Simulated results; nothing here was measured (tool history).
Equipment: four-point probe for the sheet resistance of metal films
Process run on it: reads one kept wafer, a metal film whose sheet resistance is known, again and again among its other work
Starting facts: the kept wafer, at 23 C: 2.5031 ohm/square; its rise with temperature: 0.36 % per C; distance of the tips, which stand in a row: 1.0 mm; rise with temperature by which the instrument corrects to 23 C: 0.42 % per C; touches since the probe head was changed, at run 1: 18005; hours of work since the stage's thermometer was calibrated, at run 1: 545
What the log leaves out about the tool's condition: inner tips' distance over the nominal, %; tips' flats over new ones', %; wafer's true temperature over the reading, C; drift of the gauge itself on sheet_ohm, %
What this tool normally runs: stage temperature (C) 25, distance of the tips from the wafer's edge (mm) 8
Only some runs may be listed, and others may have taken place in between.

run,hour,stage temperature (C),distance of the tips from the wafer's edge (mm),touches since the probe head was changed,hours of work since the stage's thermometer was calibrated,sheet resistance as the instrument gives it (ohm/square)
1,0,25,8,18005,545,2.520557
2,15.2,30,8,18637,553,2.513435
3,23.1,25,8,18969,557,2.521564
4,34.9,35,8,19459,564,2.506708
5,50.1,25,8,20091,572,2.520066
6,62.2,25,8,20599,579,2.520526
7,78.4,22,39,21272,587,2.505216
8,91.7,30,15,21827,594,2.498648
9,102.1,25,4,22263,600,2.581524
10,111.8,18,8,22667,605,2.532616
11,127,18,8,23297,614,2.533183
12,139.3,26,8,23810,620,2.51992

Here are 3 independent what-if runs from the current tool condition. What would each one return?
A,146.3,26,30,24105,624,?
B,146.3,25,22,24105,624,?
C,146.3,35,8,24105,624,?

run,sheet resistance as the instrument gives it (ohm/square)
A,2.500285
B,2.502381
C,2.506439
With no hidden state in the tool, these same runs would have given:
run,sheet resistance as the instrument gives it (ohm/square)
A,2.500081
B,2.502178
C,2.506235

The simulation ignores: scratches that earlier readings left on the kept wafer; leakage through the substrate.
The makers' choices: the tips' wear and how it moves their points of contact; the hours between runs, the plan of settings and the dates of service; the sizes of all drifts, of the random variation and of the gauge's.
